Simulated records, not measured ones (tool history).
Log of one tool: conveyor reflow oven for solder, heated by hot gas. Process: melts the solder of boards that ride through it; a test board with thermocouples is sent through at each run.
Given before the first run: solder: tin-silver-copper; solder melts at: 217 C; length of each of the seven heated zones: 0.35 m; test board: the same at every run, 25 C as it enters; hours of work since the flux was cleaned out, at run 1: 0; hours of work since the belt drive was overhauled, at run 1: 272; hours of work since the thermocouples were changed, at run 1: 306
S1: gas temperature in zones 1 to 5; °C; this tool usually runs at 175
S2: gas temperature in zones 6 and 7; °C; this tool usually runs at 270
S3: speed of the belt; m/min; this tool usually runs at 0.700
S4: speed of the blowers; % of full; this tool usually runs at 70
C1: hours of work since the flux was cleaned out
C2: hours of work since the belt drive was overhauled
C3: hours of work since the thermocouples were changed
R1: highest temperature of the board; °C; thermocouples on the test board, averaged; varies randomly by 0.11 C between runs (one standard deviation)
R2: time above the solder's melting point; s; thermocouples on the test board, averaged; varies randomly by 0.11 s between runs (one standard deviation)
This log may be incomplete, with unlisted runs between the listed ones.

run 1 hour=0.0 | S1=175 S2=270 S3=0.700 S4=70 | C1=0 C2=272 C3=306 | R1=257.0 R2=48.1
run 2 hour=17.6 | S1=175 S2=270 S3=0.700 S4=70 | C1=11 C2=283 C3=316 | R1=257.3 R2=48.4
run 3 hour=35.7 | S1=175 S2=270 S3=0.700 S4=70 | C1=22 C2=294 C3=328 | R1=257.0 R2=48.3
run 4 hour=45.2 | S1=175 S2=270 S3=0.700 S4=70 | C1=28 C2=300 C3=333 | R1=256.8 R2=48.2
run 5 hour=59.2 | S1=175 S2=270 S3=0.700 S4=70 | C1=36 C2=309 C3=342 | R1=257.0 R2=48.3
run 6 hour=71.8 | S1=175 S2=270 S3=0.700 S4=70 | C1=44 C2=316 C3=350 | R1=257.1 R2=48.3
run 7 hour=80.4 | S1=175 S2=270 S3=0.700 S4=70 | C1=49 C2=322 C3=355 | R1=257.1 R2=48.2
run 8 hour=99.1 | S1=175 S2=270 S3=0.700 S4=70 | C1=61 C2=333 C3=366 | R1=257.0 R2=48.2
run 9 hour=111.9 | S1=175 S2=270 S3=0.700 S4=70 | C1=69 C2=341 C3=374 | R1=257.0 R2=48.3
run 10 hour=120.5 | S1=175 S2=270 S3=0.666 S4=70 | C1=74 C2=346 C3=379 | R1=258.3 R2=51.6
run 11 hour=139.6 | S1=175 S2=270 S3=0.666 S4=70 | C1=85 C2=358 C3=391 | R1=258.2 R2=51.7
run 12 hour=149.7 | S1=175 S2=270 S3=0.666 S4=70 | C1=92 C2=364 C3=397 | R1=258.4 R2=51.7
run 13 hour=164.3 | S1=175 S2=270 S3=0.666 S4=70 | C1=101 C2=373 C3=406 | R1=258.3 R2=51.8
run 14 hour=172.7 | S1=175 S2=270 S3=0.666 S4=70 | C1=106 C2=378 C3=411 | R1=258.3 R2=51.7
run 15 hour=186.8 | S1=175 S2=274 S3=0.700 S4=70 | C1=114 C2=387 C3=420 | R1=260.4 R2=49.8
run 16 hour=200.0 | S1=162 S2=270 S3=0.668 S4=64 | C1=122 C2=395 C3=428 | R1=254.9 R2=46.1
run 17 hour=209.4 | S1=188 S2=284 S3=0.700 S4=70 | C1=128 C2=401 C3=434 | R1=271.4 R2=57.5
run 18 hour=219.5 | S1=175 S2=263 S3=0.700 S4=70 | C1=134 C2=407 C3=440 | R1=250.8 R2=45.2
run 19 hour=232.1 | S1=175 S2=263 S3=0.700 S4=70 | C1=142 C2=415 C3=448 | R1=250.8 R2=45.1

Run 20, settings as shown, results not yet in. Your forecast:
run 20 hour=248.2 | S1=175 S2=263 S3=0.700 S4=70 | C1=152 C2=424 C3=458 | R1=? R2=?

{"run 20": {"R1": 250.7, "R2": 45.1}}
If the tool had no hidden condition, the same run with the same run-to-run variation would have returned R1 250.2 °C, R2 44.6 s.
